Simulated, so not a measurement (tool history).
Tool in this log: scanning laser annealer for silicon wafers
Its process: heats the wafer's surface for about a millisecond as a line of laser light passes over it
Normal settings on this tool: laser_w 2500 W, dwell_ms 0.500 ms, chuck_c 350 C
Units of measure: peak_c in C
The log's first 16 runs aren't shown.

{"day": 19.062, "done": "window over the wafer cleaned"}
{"run": 17, "day": 19.921, "laser_w": 2500, "dwell_ms": 0.5, "chuck_c": 350, "peak_c": 1194}
{"run": 18, "day": 21.217, "laser_w": 2500, "dwell_ms": 0.5, "chuck_c": 350, "peak_c": 1194}
{"run": 19, "day": 21.95, "laser_w": 2500, "dwell_ms": 0.5, "chuck_c": 350, "peak_c": 1195}
{"run": 20, "day": 23.667, "laser_w": 2500, "dwell_ms": 0.5, "chuck_c": 350, "peak_c": 1193}
{"run": 21, "day": 24.375, "laser_w": 2681, "dwell_ms": 0.394, "chuck_c": 389, "peak_c": 1193}
{"run": 22, "day": 26.017, "laser_w": 2681, "dwell_ms": 0.611, "chuck_c": 325, "peak_c": 1315}
{"run": 23, "day": 27.538, "laser_w": 2681, "dwell_ms": 0.611, "chuck_c": 325, "peak_c": 1314}
{"run": 24, "day": 28.704, "laser_w": 2416, "dwell_ms": 0.485, "chuck_c": 350, "peak_c": 1148}
{"run": 25, "day": 29.567, "laser_w": 2575, "dwell_ms": 0.506, "chuck_c": 351, "peak_c": 1215}
{"run": 26, "day": 30.838, "laser_w": 2708, "dwell_ms": 0.382, "chuck_c": 321, "peak_c": 1111}
{"run": 27, "day": 31.742, "laser_w": 2708, "dwell_ms": 0.382, "chuck_c": 321, "peak_c": 1114}
{"run": 28, "day": 32.954, "laser_w": 2265, "dwell_ms": 0.364, "chuck_c": 382, "peak_c": 1028}
{"run": 29, "day": 34.592, "laser_w": 2265, "dwell_ms": 0.364, "chuck_c": 382, "peak_c": 1030}

Estimate the outcome of run 30 from the log above:
{"run": 30, "day": 35.692, "laser_w": 2265, "dwell_ms": 0.364, "chuck_c": 382, "peak_c": "?"}

peak_c: 1030 C
Were there no unlogged condition in the tool, this run, its random variation unchanged, would have produced peak_c 1041 C.
